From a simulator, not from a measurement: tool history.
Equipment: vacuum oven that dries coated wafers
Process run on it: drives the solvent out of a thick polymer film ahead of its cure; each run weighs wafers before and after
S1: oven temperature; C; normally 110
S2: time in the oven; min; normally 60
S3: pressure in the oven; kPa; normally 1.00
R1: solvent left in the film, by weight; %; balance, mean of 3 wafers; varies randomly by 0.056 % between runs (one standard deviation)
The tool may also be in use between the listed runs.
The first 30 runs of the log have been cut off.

{"run": 31, "hour": 284.6, "S1": 106, "S2": 87, "S3": 1.0, "R1": 2.48}
{"hour": 287.3, "done": "vacuum gauge cleaned of residue and calibrated"}
{"run": 32, "hour": 294.2, "S1": 101, "S2": 60, "S3": 2.21, "R1": 6.79}
{"run": 33, "hour": 301.7, "S1": 101, "S2": 60, "S3": 0.87, "R1": 4.27}
{"run": 34, "hour": 313.7, "S1": 105, "S2": 48, "S3": 0.59, "R1": 3.92}
{"run": 35, "hour": 326.2, "S1": 97, "S2": 65, "S3": 1.86, "R1": 7.1}
{"hour": 329.6, "done": "vacuum gauge cleaned of residue and calibrated, once more"}
{"run": 36, "hour": 339.8, "S1": 121, "S2": 106, "S3": 2.5, "R1": 2.93}
{"run": 37, "hour": 350.1, "S1": 110, "S2": 41, "S3": 1.0, "R1": 3.92}
{"run": 38, "hour": 357.5, "S1": 110, "S2": 41, "S3": 1.0, "R1": 3.92}
{"run": 39, "hour": 366.9, "S1": 114, "S2": 60, "S3": 1.0, "R1": 2.26}
{"run": 40, "hour": 377.9, "S1": 114, "S2": 83, "S3": 0.88, "R1": 1.51}
{"run": 41, "hour": 391.3, "S1": 123, "S2": 53, "S3": 0.88, "R1": 1.31}
{"run": 42, "hour": 403.6, "S1": 124, "S2": 44, "S3": 1.17, "R1": 1.87}
{"run": 43, "hour": 410.7, "S1": 99, "S2": 47, "S3": 0.94, "R1": 5.82}
{"run": 44, "hour": 422.2, "S1": 112, "S2": 62, "S3": 2.66, "R1": 5.05}
{"run": 45, "hour": 433.2, "S1": 112, "S2": 62, "S3": 2.66, "R1": 4.94}
{"run": 46, "hour": 445.5, "S1": 97, "S2": 60, "S3": 1.08, "R1": 5.62}

Forecast each of these 5 alternatives for the next run:
{"run": "A", "hour": 459.0, "S1": 119, "S2": 60, "S3": 1.08, "R1": "?"}
{"run": "B", "hour": 459.0, "S1": 112, "S2": 35, "S3": 2.05, "R1": "?"}
{"run": "C", "hour": 459.0, "S1": 118, "S2": 60, "S3": 0.75, "R1": "?"}
{"run": "D", "hour": 459.0, "S1": 110, "S2": 32, "S3": 1.0, "R1": "?"}
{"run": "E", "hour": 459.0, "S1": 113, "S2": 60, "S3": 1.0, "R1": "?"}

run=A R1=1.70
run=B R1=5.68
run=C R1=1.49
run=D R1=5.05
run=E R1=2.21
The same runs, with their run-to-run variation unchanged, on a tool lacking any hidden condition would have given:
run=A R1=1.58
run=B R1=5.33
run=C R1=1.37
run=D R1=4.73
run=E R1=2.03
